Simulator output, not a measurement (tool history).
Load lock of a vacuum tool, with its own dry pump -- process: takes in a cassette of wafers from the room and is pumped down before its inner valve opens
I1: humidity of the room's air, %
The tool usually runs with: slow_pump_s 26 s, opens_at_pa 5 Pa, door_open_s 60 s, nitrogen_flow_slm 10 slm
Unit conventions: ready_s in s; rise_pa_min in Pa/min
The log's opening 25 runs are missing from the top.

run 26 hour=6835.2 | slow_pump_s=40 opens_at_pa=5 door_open_s=60 nitrogen_flow_slm=6 | I1=43.3 | ready_s=52.57 rise_pa_min=0.159
run 27 hour=7192.7 | slow_pump_s=40 opens_at_pa=5 door_open_s=60 nitrogen_flow_slm=6 | I1=45.0 | ready_s=52.62 rise_pa_min=0.169
-- hour=7412.2 dry pump taken out, an overhauled one fitted
run 28 hour=7448.1 | slow_pump_s=21 opens_at_pa=6 door_open_s=60 nitrogen_flow_slm=10 | I1=44.1 | ready_s=34.02 rise_pa_min=0.164
run 29 hour=7611.9 | slow_pump_s=21 opens_at_pa=5 door_open_s=177 nitrogen_flow_slm=10 | I1=46.6 | ready_s=34.27 rise_pa_min=0.193
run 30 hour=7782.0 | slow_pump_s=28 opens_at_pa=5 door_open_s=36 nitrogen_flow_slm=11 | I1=46.4 | ready_s=40.54 rise_pa_min=0.154
run 31 hour=8106.3 | slow_pump_s=14 opens_at_pa=5 door_open_s=36 nitrogen_flow_slm=20 | I1=46.0 | ready_s=28.04 rise_pa_min=0.160
run 32 hour=8285.1 | slow_pump_s=14 opens_at_pa=9 door_open_s=56 nitrogen_flow_slm=20 | I1=46.2 | ready_s=27.08 rise_pa_min=0.162
run 33 hour=8601.2 | slow_pump_s=26 opens_at_pa=7 door_open_s=224 nitrogen_flow_slm=10 | I1=48.3 | ready_s=38.18 rise_pa_min=0.220
run 34 hour=8816.8 | slow_pump_s=26 opens_at_pa=7 door_open_s=224 nitrogen_flow_slm=10 | I1=47.2 | ready_s=38.31 rise_pa_min=0.223
run 35 hour=9090.4 | slow_pump_s=16 opens_at_pa=6 door_open_s=68 nitrogen_flow_slm=9 | I1=46.4 | ready_s=29.66 rise_pa_min=0.203
run 36 hour=9279.3 | slow_pump_s=38 opens_at_pa=6 door_open_s=68 nitrogen_flow_slm=21 | I1=42.4 | ready_s=48.97 rise_pa_min=0.183
run 37 hour=9483.3 | slow_pump_s=38 opens_at_pa=6 door_open_s=68 nitrogen_flow_slm=21 | I1=45.9 | ready_s=49.25 rise_pa_min=0.198
run 38 hour=9820.3 | slow_pump_s=27 opens_at_pa=5 door_open_s=74 nitrogen_flow_slm=11 | I1=46.4 | ready_s=39.85 rise_pa_min=0.212

Each row is a separate what-if for the run after 38, all from the same tool condition, not one after another. Results?
run A hour=10037.8 | slow_pump_s=27 opens_at_pa=9 door_open_s=80 nitrogen_flow_slm=11 | I1=46.8 | ready_s=? rise_pa_min=?
run B hour=10037.8 | slow_pump_s=27 opens_at_pa=6 door_open_s=33 nitrogen_flow_slm=28 | I1=44.4 | ready_s=? rise_pa_min=?
run C hour=10037.8 | slow_pump_s=24 opens_at_pa=5 door_open_s=60 nitrogen_flow_slm=20 | I1=47.0 | ready_s=? rise_pa_min=?

run=A ready_s=38.84 rise_pa_min=0.223
run=B ready_s=39.47 rise_pa_min=0.194
run=C ready_s=37.26 rise_pa_min=0.211
With no hidden state in the tool, these same runs would have given:
run=A ready_s=38.54 rise_pa_min=0.061
run=B ready_s=39.16 rise_pa_min=0.036
run=C ready_s=36.93 rise_pa_min=0.050
